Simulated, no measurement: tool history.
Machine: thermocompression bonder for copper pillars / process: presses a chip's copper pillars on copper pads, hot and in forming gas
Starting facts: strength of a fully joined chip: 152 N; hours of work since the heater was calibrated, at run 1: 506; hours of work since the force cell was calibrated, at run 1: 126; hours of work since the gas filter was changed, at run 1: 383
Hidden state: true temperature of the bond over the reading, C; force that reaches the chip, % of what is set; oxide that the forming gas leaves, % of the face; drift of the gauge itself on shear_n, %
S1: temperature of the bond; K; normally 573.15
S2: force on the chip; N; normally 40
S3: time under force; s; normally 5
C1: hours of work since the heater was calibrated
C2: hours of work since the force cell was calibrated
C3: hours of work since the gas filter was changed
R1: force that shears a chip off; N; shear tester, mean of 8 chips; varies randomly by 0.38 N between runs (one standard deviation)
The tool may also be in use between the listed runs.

run	hour	S1	S2	S3	C1	C2	C3	R1
1	0	573.15	40	5	506	126	383	86.2
2	8.5	573.15	40	5	511	132	389	86.1
3	18	573.15	44	5	518	138	395	89.9
4	23.7	573.15	44	5	521	142	399	90.3
5	30	573.15	26	5	526	146	403	69.7
6	42	573.15	26	5	534	154	411	69.2
7	47.5	573.15	26	5	537	158	415	69.7
8	57.5	573.15	40	5	544	165	421	86.9
9	63.2	568.15	40	5	548	168	425	83.2
10	73.9	568.15	40	5	555	176	432	83.4
11	84.1	573.15	33	5	562	182	439	78.8
12	95.1	573.15	40	5	569	190	446	86.9
13	102.3	573.15	40	5	574	194	451	87.7
# hour 105.4: forming gas filter changed
14	114.9	573.15	40	5	582	203	6	87.9
15	126.9	573.15	40	5	590	211	14	88.2
16	132.4	573.15	40	5	594	214	18	87.9
17	139	573.15	40	5	598	219	22	87.3
18	144.5	573.15	40	5	602	222	26	87.9
19	154.9	573.15	40	5	609	229	33	88.1
20	161.4	573.15	40	5	613	234	37	88.8
21	170	547.15	33	4	619	239	43	57
22	180.1	547.15	33	4	625	246	50	57.1
23	190.3	547.15	25	3	632	253	57	42.6
24	195.8	580.15	31	3	636	257	60	69.6
# hour 202.5: gauge calibrated
25	203	580.15	31	3	641	261	65	67.4
26	209.9	568.15	34	8	645	266	70	89.6
27	216.4	601.15	28	4	650	270	74	85.3
28	225.9	573.15	30	8	656	277	80	87.4
29	233.2	573.15	55	7	661	281	85	109.1
30	245.6	573.15	55	7	669	290	94	109
31	257.6	591.15	25	5	677	298	101	80.1
32	269.4	567.15	47	8	685	306	109	102.7
33	281.3	588.15	40	5	693	314	117	97.4
34	293.8	600.15	29	7	701	322	126	102
35	303	575.15	33	5	707	328	132	81.4
36	314.7	579.15	40	9	715	336	140	108.4
37	321	593.15	33	7	719	340	144	102.9
38	331.9	574.15	33	7	727	347	151	89.7
39	343.9	557.15	37	5	735	355	159	73.4

How the hidden state differs across the entries between the runs, from the last listed run before each to the first after it:
Between runs 13 and 14: forming gas filter changed (hour 105.4)
  oxide that the forming gas leaves, % of the face: 0.88 -> 0.51; drift of the gauge itself on shear_n, %: 1.45 -> 1.62
  difference, measured minus the result without the unlogged condition, R1: +1.1 -> +1.5 N
Between runs 24 and 25: gauge calibrated (hour 202.5)
  oxide that the forming gas leaves, % of the face: 0.55 -> 0.56; drift of the gauge itself on shear_n, %: 2.76 -> 0.01
  difference, measured minus the result without the unlogged condition, R1: +2 -> +0.1 N
